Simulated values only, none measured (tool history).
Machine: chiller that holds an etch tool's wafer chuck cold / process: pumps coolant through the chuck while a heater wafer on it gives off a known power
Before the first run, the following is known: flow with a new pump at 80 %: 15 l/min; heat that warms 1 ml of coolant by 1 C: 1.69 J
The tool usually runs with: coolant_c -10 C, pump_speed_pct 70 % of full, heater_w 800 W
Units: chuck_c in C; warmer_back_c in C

run,hour,coolant_c,pump_speed_pct,heater_w,chuck_c,warmer_back_c
1,0.0,-10,70,800,1.2,2.20
2,29.6,-10,70,800,1.3,2.20
3,58.7,-10,70,800,1.4,2.31
4,93.3,-10,70,800,1.3,2.23
5,112.5,-10,73,800,1.0,2.05
6,148.4,-10,70,800,1.3,2.21
7,171.3,-10,63,800,2.5,2.50
8,206.7,-10,63,800,2.4,2.48
9,227.2,-10,63,800,2.4,2.50
10,261.0,-10,63,800,2.5,2.47
11,282.3,-10,70,1007,4.2,2.79
12,311.9,-10,70,1007,4.3,2.79
13,349.8,-10,70,1007,4.4,2.81
14,371.8,-19,70,800,-7.6,2.19
15,393.1,-19,70,800,-7.7,2.27
16,416.8,-10,70,793,1.3,2.21
17,450.7,-19,66,814,-6.6,2.39
18,486.0,-19,66,814,-6.7,2.46
19,509.8,-9,85,468,-3.3,1.11
20,554.1,-9,85,468,-3.1,1.05
# hour 559.1: chiller's thermometer calibrated
21,602.8,-17,70,800,-5.1,2.19
22,650.2,-11,93,607,-4.0,1.24
# hour 685.9: chiller's thermometer calibrated, once more
23,695.1,-5,71,493,2.0,1.32
24,733.0,-5,83,543,1.7,1.29
25,773.2,-19,80,915,-7.5,2.16
26,812.1,-8,70,629,0.9,1.73
27,845.8,-8,70,629,0.9,1.78
28,867.9,-3,81,1058,10.3,2.52
29,894.9,-3,80,643,5.2,1.54
30,920.2,-4,70,466,2.6,1.30
31,953.3,-10,70,618,-1.1,1.69

Hidden state or all else? Some run-to-run changes of chuck_c, split into what the settings, what came in and random variation would give without the hidden state, and what is left for the hidden state (with any gauge scatter that isn't in both results):
Hidden state present: heat passed by the chuck's channels, % of clean ones'; flow at a given pump speed, % of a new pump's; coolant's true temperature over the reading, C; drift of the gauge itself on chuck_c, C; drift of the gauge itself on warmer_back_c, C.
Run 13 -> 14: coolant_c -10 -> -19, heater_w 1007 -> 800. chuck_c -12.0 C: hidden state -0.4, all else -11.6.
Run 18 -> 19: coolant_c -19 -> -9, pump_speed_pct 66 -> 85, heater_w 814 -> 468. chuck_c +3.4 C: hidden state -0.8, all else +4.2.
Run 20 -> 21: coolant_c -9 -> -17, pump_speed_pct 85 -> 70, heater_w 468 -> 800, chiller's thermometer calibrated. chuck_c -2.0 C: hidden state +0.8, all else -2.8.
Run 24 -> 25: coolant_c -5 -> -19, pump_speed_pct 83 -> 80, heater_w 543 -> 915. chuck_c -9.2 C: hidden state +0.6, all else -9.8.
Run 27 -> 28: coolant_c -8 -> -3, pump_speed_pct 70 -> 81, heater_w 629 -> 1058. chuck_c +9.4 C: hidden state +0.5, all else +8.9.
Run 28 -> 29: pump_speed_pct 81 -> 80, heater_w 1058 -> 643. chuck_c -5.1 C: hidden state -0.7, all else -4.4.
